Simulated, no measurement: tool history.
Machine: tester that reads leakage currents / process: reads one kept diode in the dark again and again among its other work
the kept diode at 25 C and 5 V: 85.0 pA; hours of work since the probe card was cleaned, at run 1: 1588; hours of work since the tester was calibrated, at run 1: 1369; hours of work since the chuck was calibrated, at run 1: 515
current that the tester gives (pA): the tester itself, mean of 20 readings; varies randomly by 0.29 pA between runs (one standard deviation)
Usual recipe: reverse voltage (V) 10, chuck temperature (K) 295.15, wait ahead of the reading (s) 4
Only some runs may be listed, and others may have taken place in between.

run,hour,reverse voltage (V),chuck temperature (K),wait ahead of the reading (s),hours of work since the probe card was cleaned,hours of work since the tester was calibrated,hours of work since the chuck was calibrated,current that the tester gives (pA)
1,0,10,295.15,4,1588,1369,515,96.66
2,105.8,10,303.15,4,1631,1412,558,175.21
3,158,10,304.15,4,1652,1434,579,188.15
4,281.2,10,304.15,4,1703,1484,630,189.13
5,365.5,10,304.15,4.02,1737,1518,664,188.65
# hour 403: chuck's temperature calibrated
6,430.3,10,312.15,4.02,1763,1544,11,333.27
7,546.7,10,328.15,6.06,1810,1592,59,946.05
8,637.3,3.8,328.15,2.47,1847,1629,96,587.23
9,693.3,3.8,328.15,2.47,1870,1652,119,581.88
10,765.7,18.9,306.15,4,1900,1681,148,298.71
11,863.5,18.9,306.15,4,1940,1721,188,299.9

Forecast each of these 5 alternatives for the next run:
A,959.1,1.4,306.15,1.46,1979,1760,227,?
B,959.1,10,295.15,0.47,1979,1760,227,?
C,959.1,7.9,325.15,4,1979,1760,227,?
D,959.1,5,299.15,0.3,1979,1760,227,?
E,959.1,10,296.15,6.11,1979,1760,227,?

run,current that the tester gives (pA)
A,81.84
B,100.65
C,691.87
D,95.35
E,103.08
Take away the tool's hidden state, keep each run's random variation, and the runs would have read:
run,current that the tester gives (pA)
A,81.79
B,100.5
C,691.57
D,95.26
E,102.94
